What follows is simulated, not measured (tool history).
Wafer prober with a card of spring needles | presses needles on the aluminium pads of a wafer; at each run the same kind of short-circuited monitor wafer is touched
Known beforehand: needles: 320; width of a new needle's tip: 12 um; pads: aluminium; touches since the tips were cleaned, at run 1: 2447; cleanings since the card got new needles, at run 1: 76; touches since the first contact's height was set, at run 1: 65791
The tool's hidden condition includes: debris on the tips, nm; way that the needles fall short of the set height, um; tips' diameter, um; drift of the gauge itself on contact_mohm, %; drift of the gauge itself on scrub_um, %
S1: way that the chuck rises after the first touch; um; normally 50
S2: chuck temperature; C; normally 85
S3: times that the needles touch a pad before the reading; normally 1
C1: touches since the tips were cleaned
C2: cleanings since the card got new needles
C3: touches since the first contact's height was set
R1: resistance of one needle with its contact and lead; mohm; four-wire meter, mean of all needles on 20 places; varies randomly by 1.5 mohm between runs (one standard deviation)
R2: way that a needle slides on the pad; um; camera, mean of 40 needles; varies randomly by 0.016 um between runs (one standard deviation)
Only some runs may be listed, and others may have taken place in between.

run 1 day=0 | S1=50 S2=85 S3=1 | C1=2447 C2=76 C3=65791 | R1=182 R2=8.84
-- day=0.158 tips cleaned on abrasive film
-- day=0.508 tips cleaned on abrasive film
run 2 day=0.508 | S1=50 S2=85 S3=1 | C1=0 C2=78 C3=71930 | R1=146 R2=8.81
-- day=0.821 tips cleaned on abrasive film
-- day=1.158 tips cleaned on abrasive film
run 3 day=1.325 | S1=50 S2=85 S3=1 | C1=2054 C2=80 C3=81802 | R1=180 R2=8.75
-- day=1.483 tips cleaned on abrasive film
-- day=1.854 tips cleaned on abrasive film
run 4 day=1.925 | S1=50 S2=85 S3=2 | C1=888 C2=82 C3=89042 | R1=157 R2=8.73
-- day=2.167 height of the first contact set anew
-- day=2.246 tips cleaned on abrasive film
-- day=2.617 tips cleaned on abrasive film
run 5 day=2.904 | S1=50 S2=85 S3=2 | C1=3473 C2=84 C3=8898 | R1=176 R2=8.61
-- day=2.983 tips cleaned on abrasive film
-- day=3.317 tips cleaned on abrasive film
run 6 day=3.496 | S1=50 S2=85 S3=2 | C1=2220 C2=86 C3=16079 | R1=171 R2=8.62
-- day=3.65 tips cleaned on abrasive film
-- day=4.029 tips cleaned on abrasive film
-- day=4.388 tips cleaned on abrasive film
run 7 day=4.554 | S1=50 S2=85 S3=1 | C1=2042 C2=89 C3=28850 | R1=188 R2=8.57
-- day=4.75 tips cleaned on abrasive film
-- day=5.108 tips cleaned on abrasive film
-- day=5.475 tips cleaned on abrasive film
run 8 day=5.75 | S1=50 S2=85 S3=1 | C1=3376 C2=92 C3=43313 | R1=196 R2=8.5
-- day=5.829 tips cleaned on abrasive film
-- day=6.212 tips cleaned on abrasive film
-- day=6.546 tips cleaned on abrasive film
run 9 day=6.546 | S1=50 S2=85 S3=1 | C1=0 C2=95 C3=52918 | R1=146 R2=8.44
-- day=6.933 tips cleaned on abrasive film
-- day=7.288 tips cleaned on abrasive film
run 10 day=7.538 | S1=50 S2=85 S3=1 | C1=3024 C2=97 C3=64913 | R1=198 R2=8.38
-- day=7.617 tips cleaned on abrasive film
-- day=7.704 height of the first contact set anew, once more
-- day=7.996 tips cleaned on abrasive film
-- day=8.354 tips cleaned on abrasive film
run 11 day=8.658 | S1=50 S2=85 S3=1 | C1=3722 C2=100 C3=11571 | R1=197 R2=9.04
-- day=8.717 tips cleaned on abrasive film
-- day=9.062 tips cleaned on abrasive film
-- day=9.425 tips cleaned on abrasive film
run 12 day=9.717 | S1=50 S2=85 S3=1 | C1=3548 C2=103 C3=24346 | R1=197 R2=9.01
-- day=9.783 tips cleaned on abrasive film
-- day=10.142 tips cleaned on abrasive film
run 13 day=10.238 | S1=50 S2=85 S3=2 | C1=1143 C2=105 C3=30603 | R1=157 R2=8.97
-- day=10.458 tips cleaned on abrasive film
-- day=10.804 tips cleaned on abrasive film
-- day=11.158 tips cleaned on abrasive film
run 14 day=11.208 | S1=50 S2=85 S3=2 | C1=621 C2=108 C3=42355 | R1=155 R2=8.92
-- day=11.492 tips cleaned on abrasive film
-- day=11.879 tips cleaned on abrasive film
run 15 day=11.879 | S1=47 S2=34 S3=2 | C1=14 C2=110 C3=50446 | R1=137 R2=8.33
-- day=12.258 tips cleaned on abrasive film
-- day=12.583 tips cleaned on abrasive film
-- day=12.938 tips cleaned on abrasive film
run 16 day=13.038 | S1=51 S2=34 S3=2 | C1=1241 C2=113 C3=64472 | R1=156 R2=8.99
-- day=13.262 tips cleaned on abrasive film
-- day=13.571 tips cleaned on abrasive film
run 17 day=13.612 | S1=68 S2=30 S3=2 | C1=498 C2=115 C3=71382 | R1=138 R2=12.04
-- day=13.921 tips cleaned on abrasive film
-- day=14.25 tips cleaned on abrasive film
run 18 day=14.446 | S1=52 S2=85 S3=1 | C1=2383 C2=117 C3=81493 | R1=185 R2=9.12
-- day=14.604 tips cleaned on abrasive film
-- day=14.971 tips cleaned on abrasive film
run 19 day=15.058 | S1=52 S2=34 S3=3 | C1=1055 C2=119 C3=88879 | R1=146 R2=9.1
-- day=15.283 tips cleaned on abrasive film
-- day=15.367 height of the first contact set anew
-- day=15.646 tips cleaned on abrasive film
run 20 day=15.646 | S1=35 S2=85 S3=1 | C1=0 C2=121 C3=3375 | R1=155 R2=6.32
-- day=16.012 tips cleaned on abrasive film
-- day=16.388 tips cleaned on abrasive film
run 21 day=16.425 | S1=57 S2=101 S3=2 | C1=483 C2=123 C3=12796 | R1=149 R2=10.31
-- day=16.733 tips cleaned on abrasive film
-- day=17.096 tips cleaned on abrasive film
run 22 day=17.346 | S1=45 S2=38 S3=2 | C1=3044 C2=125 C3=23941 | R1=176 R2=8.07
-- day=17.425 tips cleaned on abrasive film
-- day=17.783 tips cleaned on abrasive film
-- day=18.092 tips cleaned on abrasive film
run 23 day=18.283 | S1=31 S2=76 S3=2 | C1=2340 C2=128 C3=35263 | R1=221 R2=5.49
-- day=18.412 tips cleaned on abrasive film
-- day=18.725 tips cleaned on abrasive film
-- day=19.083 tips cleaned on abrasive film
-- day=19.433 tips cleaned on abrasive film
run 24 day=19.512 | S1=31 S2=76 S3=2 | C1=966 C2=132 C3=50101 | R1=196 R2=5.41
-- day=19.8 tips cleaned on abrasive film
-- day=20.162 tips cleaned on abrasive film
-- day=20.533 tips cleaned on abrasive film
run 25 day=20.75 | S1=50 S2=43 S3=3 | C1=2650 C2=135 C3=65085 | R1=156 R2=8.79
-- day=20.867 tips cleaned on abrasive film
-- day=21.208 tips cleaned on abrasive film
-- day=21.529 tips cleaned on abrasive film
run 26 day=21.608 | S1=68 S2=29 S3=1 | C1=949 C2=138 C3=75423 | R1=152 R2=12.04
-- day=21.908 tips cleaned on abrasive film
-- day=22.262 tips cleaned on abrasive film
-- day=22.608 tips cleaned on abrasive film
run 27 day=22.742 | S1=35 S2=28 S3=1 | C1=1637 C2=141 C3=89125 | R1=231 R2=5.97
-- day=22.933 tips cleaned on abrasive film
-- day=23.021 height of the first contact set anew
-- day=23.292 tips cleaned on abrasive film
run 28 day=23.292 | S1=35 S2=28 S3=3 | C1=0 C2=143 C3=3280 | R1=143 R2=6.34

Some steps in R1 between neighbouring runs. How much of each would the tool show without its hidden state too (settings, what came in, random variation), and how much is left for the hidden state, with any gauge scatter that isn't in both results?
Run 26 -> 27: S1 68 -> 35, S2 29 -> 28, tips cleaned on abrasive film, tips cleaned on abrasive film, tips cleaned on abrasive film. R1 +79 mohm: hidden state +77, all else +2.
Run 27 -> 28: S3 1 -> 3, tips cleaned on abrasive film, height of the first contact set anew, tips cleaned on abrasive film. R1 -88 mohm: hidden state -90, all else +2.
